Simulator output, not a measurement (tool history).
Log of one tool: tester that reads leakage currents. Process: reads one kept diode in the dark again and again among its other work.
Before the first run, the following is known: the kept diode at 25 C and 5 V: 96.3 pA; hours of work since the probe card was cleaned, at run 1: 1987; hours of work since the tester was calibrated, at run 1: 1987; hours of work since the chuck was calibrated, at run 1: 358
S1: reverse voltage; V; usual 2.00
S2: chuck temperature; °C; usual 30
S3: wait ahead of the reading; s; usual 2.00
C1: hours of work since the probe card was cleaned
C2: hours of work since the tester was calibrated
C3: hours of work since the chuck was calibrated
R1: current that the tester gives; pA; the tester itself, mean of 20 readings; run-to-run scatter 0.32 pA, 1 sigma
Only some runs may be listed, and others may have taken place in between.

{"run": 1, "hour": 0.0, "S1": 2.0, "S2": 30, "S3": 2.0, "C1": 1987, "C2": 1987, "C3": 358, "R1": 105.56}
{"run": 2, "hour": 171.1, "S1": 2.0, "S2": 53, "S3": 2.0, "C1": 2104, "C2": 2104, "C3": 475, "R1": 532.01}
{"run": 3, "hour": 400.8, "S1": 2.0, "S2": 30, "S3": 2.0, "C1": 2261, "C2": 2261, "C3": 633, "R1": 105.82}
{"run": 4, "hour": 521.1, "S1": 2.0, "S2": 30, "S3": 2.0, "C1": 2344, "C2": 2344, "C3": 715, "R1": 105.5}
{"run": 5, "hour": 759.6, "S1": 2.0, "S2": 30, "S3": 2.0, "C1": 2507, "C2": 2507, "C3": 878, "R1": 105.74}
{"hour": 774.4, "done": "chuck's temperature calibrated"}
{"run": 6, "hour": 1014.8, "S1": 2.0, "S2": 30, "S3": 2.0, "C1": 2680, "C2": 2680, "C3": 164, "R1": 105.99}
{"run": 7, "hour": 1207.4, "S1": 2.0, "S2": 30, "S3": 2.0, "C1": 2812, "C2": 2812, "C3": 296, "R1": 105.11}
{"run": 8, "hour": 1347.7, "S1": 2.0, "S2": 43, "S3": 2.0, "C1": 2908, "C2": 2908, "C3": 392, "R1": 271.9}
{"run": 9, "hour": 1478.3, "S1": 2.0, "S2": 30, "S3": 3.61, "C1": 2997, "C2": 2997, "C3": 481, "R1": 105.44}
{"run": 10, "hour": 1647.5, "S1": 2.0, "S2": 40, "S3": 3.61, "C1": 3113, "C2": 3113, "C3": 597, "R1": 220.09}
{"run": 11, "hour": 1800.7, "S1": 2.0, "S2": 40, "S3": 3.61, "C1": 3217, "C2": 3217, "C3": 702, "R1": 220.16}

Expected results for the next run?
{"run": 12, "hour": 1936.6, "S1": 1.41, "S2": 40, "S3": 3.61, "C1": 3310, "C2": 3310, "C3": 795, "R1": "?"}

Run 12 produced R1 195.87 pA.
On a tool with no hidden condition, and with the same random variation, this run would have come out at R1 195.71 pA.

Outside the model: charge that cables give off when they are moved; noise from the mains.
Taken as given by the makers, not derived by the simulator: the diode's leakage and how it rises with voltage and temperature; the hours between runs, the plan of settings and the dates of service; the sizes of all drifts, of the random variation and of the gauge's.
